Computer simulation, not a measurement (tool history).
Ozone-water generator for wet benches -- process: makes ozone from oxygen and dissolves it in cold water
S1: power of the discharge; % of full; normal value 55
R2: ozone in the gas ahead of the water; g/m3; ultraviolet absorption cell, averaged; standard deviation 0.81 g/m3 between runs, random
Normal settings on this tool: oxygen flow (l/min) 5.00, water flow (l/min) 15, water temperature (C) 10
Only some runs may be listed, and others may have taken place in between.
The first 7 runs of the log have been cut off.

-- hour=476.9 water thermometer calibrated
run 8 hour=514.6 | S1=55 oxygen_flow_(l/min)=5.00 water_flow_(l/min)=15 water_temperature_(C)=17 | dissolved_ozone_(ppm)=14.7 R2=123.0
run 9 hour=612.1 | S1=55 oxygen_flow_(l/min)=5.00 water_flow_(l/min)=15 water_temperature_(C)=17 | dissolved_ozone_(ppm)=15.1 R2=124.8
run 10 hour=700.1 | S1=55 oxygen_flow_(l/min)=5.00 water_flow_(l/min)=15 water_temperature_(C)=10 | dissolved_ozone_(ppm)=16.6 R2=123.6
run 11 hour=758.8 | S1=55 oxygen_flow_(l/min)=5.00 water_flow_(l/min)=15 water_temperature_(C)=10 | dissolved_ozone_(ppm)=16.7 R2=123.4
run 12 hour=829.3 | S1=55 oxygen_flow_(l/min)=5.00 water_flow_(l/min)=15 water_temperature_(C)=17 | dissolved_ozone_(ppm)=14.8 R2=124.3
run 13 hour=921.6 | S1=55 oxygen_flow_(l/min)=5.00 water_flow_(l/min)=15 water_temperature_(C)=17 | dissolved_ozone_(ppm)=14.9 R2=123.8
run 14 hour=1006.0 | S1=55 oxygen_flow_(l/min)=5.00 water_flow_(l/min)=13 water_temperature_(C)=10 | dissolved_ozone_(ppm)=19.0 R2=121.5
run 15 hour=1086.5 | S1=55 oxygen_flow_(l/min)=5.00 water_flow_(l/min)=13 water_temperature_(C)=10 | dissolved_ozone_(ppm)=18.8 R2=123.3
run 16 hour=1130.0 | S1=55 oxygen_flow_(l/min)=5.00 water_flow_(l/min)=15 water_temperature_(C)=10 | dissolved_ozone_(ppm)=16.6 R2=122.2
run 17 hour=1218.5 | S1=55 oxygen_flow_(l/min)=5.00 water_flow_(l/min)=15 water_temperature_(C)=10 | dissolved_ozone_(ppm)=16.6 R2=123.7
run 18 hour=1314.9 | S1=55 oxygen_flow_(l/min)=5.00 water_flow_(l/min)=15 water_temperature_(C)=10 | dissolved_ozone_(ppm)=16.7 R2=123.7
run 19 hour=1380.3 | S1=55 oxygen_flow_(l/min)=5.00 water_flow_(l/min)=15 water_temperature_(C)=10 | dissolved_ozone_(ppm)=16.7 R2=122.3
run 20 hour=1455.4 | S1=55 oxygen_flow_(l/min)=5.00 water_flow_(l/min)=15 water_temperature_(C)=10 | dissolved_ozone_(ppm)=16.5 R2=122.1
run 21 hour=1517.5 | S1=55 oxygen_flow_(l/min)=2.79 water_flow_(l/min)=15 water_temperature_(C)=10 | dissolved_ozone_(ppm)=15.0 R2=162.3
run 22 hour=1610.5 | S1=55 oxygen_flow_(l/min)=5.00 water_flow_(l/min)=10 water_temperature_(C)=10 | dissolved_ozone_(ppm)=22.9 R2=121.7
run 23 hour=1704.9 | S1=55 oxygen_flow_(l/min)=3.36 water_flow_(l/min)=10 water_temperature_(C)=10 | dissolved_ozone_(ppm)=23.0 R2=147.8
run 24 hour=1799.5 | S1=55 oxygen_flow_(l/min)=5.00 water_flow_(l/min)=15 water_temperature_(C)=10 | dissolved_ozone_(ppm)=16.5 R2=121.9
run 25 hour=1843.4 | S1=55 oxygen_flow_(l/min)=5.00 water_flow_(l/min)=15 water_temperature_(C)=10 | dissolved_ozone_(ppm)=16.5 R2=122.0
run 26 hour=1887.0 | S1=55 oxygen_flow_(l/min)=5.00 water_flow_(l/min)=15 water_temperature_(C)=10 | dissolved_ozone_(ppm)=16.3 R2=121.7
run 27 hour=1946.5 | S1=55 oxygen_flow_(l/min)=5.00 water_flow_(l/min)=15 water_temperature_(C)=10 | dissolved_ozone_(ppm)=16.6 R2=123.0
run 28 hour=2045.2 | S1=96 oxygen_flow_(l/min)=5.00 water_flow_(l/min)=18 water_temperature_(C)=10 | dissolved_ozone_(ppm)=20.3 R2=179.1
-- hour=2106.5 contactor cleaned
run 29 hour=2119.7 | S1=96 oxygen_flow_(l/min)=5.00 water_flow_(l/min)=16 water_temperature_(C)=10 | dissolved_ozone_(ppm)=23.3 R2=180.9
run 30 hour=2222.7 | S1=40 oxygen_flow_(l/min)=5.00 water_flow_(l/min)=10 water_temperature_(C)=10 | dissolved_ozone_(ppm)=18.6 R2=96.5
run 31 hour=2302.0 | S1=40 oxygen_flow_(l/min)=7.90 water_flow_(l/min)=10 water_temperature_(C)=10 | dissolved_ozone_(ppm)=17.7 R2=77.7
run 32 hour=2375.2 | S1=40 oxygen_flow_(l/min)=7.90 water_flow_(l/min)=10 water_temperature_(C)=10 | dissolved_ozone_(ppm)=17.9 R2=77.1

Alternative continuations, all from the tool just after run 32; predict every row:
run A hour=2451.4 | S1=40 oxygen_flow_(l/min)=7.90 water_flow_(l/min)=10 water_temperature_(C)=13 | dissolved_ozone_(ppm)=? R2=?
run B hour=2451.4 | S1=55 oxygen_flow_(l/min)=5.00 water_flow_(l/min)=23 water_temperature_(C)=10 | dissolved_ozone_(ppm)=? R2=?
run C hour=2451.4 | S1=53 oxygen_flow_(l/min)=5.00 water_flow_(l/min)=15 water_temperature_(C)=11 | dissolved_ozone_(ppm)=? R2=?

run=A dissolved_ozone_(ppm)=16.8 R2=76.9
run=B dissolved_ozone_(ppm)=10.8 R2=120.5
run=C dissolved_ozone_(ppm)=16.0 R2=118.4
Without the tool's hidden state the same runs would have given:
run=A dissolved_ozone_(ppm)=17.4 R2=79.2
run=B dissolved_ozone_(ppm)=11.2 R2=125.4
run=C dissolved_ozone_(ppm)=16.7 R2=123.1

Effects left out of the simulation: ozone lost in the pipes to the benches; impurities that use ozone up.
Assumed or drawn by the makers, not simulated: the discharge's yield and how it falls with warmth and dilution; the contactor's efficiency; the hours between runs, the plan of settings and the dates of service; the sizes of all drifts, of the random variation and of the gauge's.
